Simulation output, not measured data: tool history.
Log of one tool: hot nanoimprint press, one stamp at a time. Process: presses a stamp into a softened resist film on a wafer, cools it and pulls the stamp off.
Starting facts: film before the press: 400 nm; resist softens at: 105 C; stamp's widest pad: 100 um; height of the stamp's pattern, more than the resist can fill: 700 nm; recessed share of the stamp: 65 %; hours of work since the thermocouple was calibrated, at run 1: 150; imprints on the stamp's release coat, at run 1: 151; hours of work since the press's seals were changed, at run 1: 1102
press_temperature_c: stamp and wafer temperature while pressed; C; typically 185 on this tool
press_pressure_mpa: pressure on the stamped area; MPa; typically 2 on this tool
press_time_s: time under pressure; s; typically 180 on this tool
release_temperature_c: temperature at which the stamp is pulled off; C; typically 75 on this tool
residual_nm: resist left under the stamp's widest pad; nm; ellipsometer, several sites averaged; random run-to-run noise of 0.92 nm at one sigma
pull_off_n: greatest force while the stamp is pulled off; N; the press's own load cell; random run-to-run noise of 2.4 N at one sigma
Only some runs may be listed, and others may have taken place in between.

| run | hour | press_temperature_c | press_pressure_mpa | press_time_s | release_temperature_c | hours of work since the thermocouple was calibrated | imprints on the stamp's release coat | hours of work since the press's seals were changed | residual_nm | pull_off_n |
|---|---|---|---|---|---|---|---|---|---|---|
| 1 | 0 | 185 | 2 | 180 | 75 | 150 | 151 | 1102 | 166.8 | 113 |
| 2 | 15.5 | 185 | 1.81 | 180 | 75 | 162 | 188 | 1114 | 169.9 | 115 |
| 3 | 31.1 | 185 | 2.06 | 180 | 75 | 174 | 225 | 1126 | 162.3 | 114 |
| 4 | 53.8 | 195 | 2.06 | 180 | 75 | 191 | 279 | 1143 | 105.4 | 120 |
| 5 | 80 | 185 | 2 | 180 | 75 | 211 | 342 | 1163 | 165.3 | 123 |
| 6 | 98.7 | 185 | 2 | 180 | 75 | 226 | 386 | 1178 | 165.6 | 121 |
| 7 | 121 | 185 | 2 | 180 | 75 | 243 | 439 | 1195 | 167.3 | 126 |
| 8 | 139.3 | 185 | 2 | 180 | 75 | 257 | 483 | 1209 | 166.7 | 125 |
| 9 | 157.7 | 185 | 2 | 180 | 75 | 271 | 527 | 1223 | 167.6 | 129 |
| 10 | 187.9 | 185 | 2 | 180 | 75 | 294 | 599 | 1246 | 168 | 133 |
| 11 | 215.4 | 185 | 2 | 211 | 63 | 316 | 664 | 1268 | 159.6 | 150 |
| 12 | 236.2 | 176 | 2 | 211 | 63 | 332 | 714 | 1284 | 232.6 | 151 |
| 13 | 251.7 | 181 | 2 | 210 | 62 | 344 | 751 | 1296 | 187.4 | 154 |
|  | 268.8 | stamp cleaned and given a new release coat |
|  | 285.2 | press's hydraulic seals changed and the load cell set to zero |
| 14 | 289 | 185 | 2 | 180 | 60 | 361 | 29 | 3 | 163.2 | 130 |

The next listed run, before its measurement:
| 15 | 312.2 | 185 | 2 | 180 | 60 | 379 | 84 | 21 | ? | ? |

{"run 15": {"residual_nm": 164.1, "pull_off_n": 124}}
With the hidden condition absent and the run-to-run variation left alone, this run would have shown residual_nm 159.7 nm, pull_off_n 120 N.
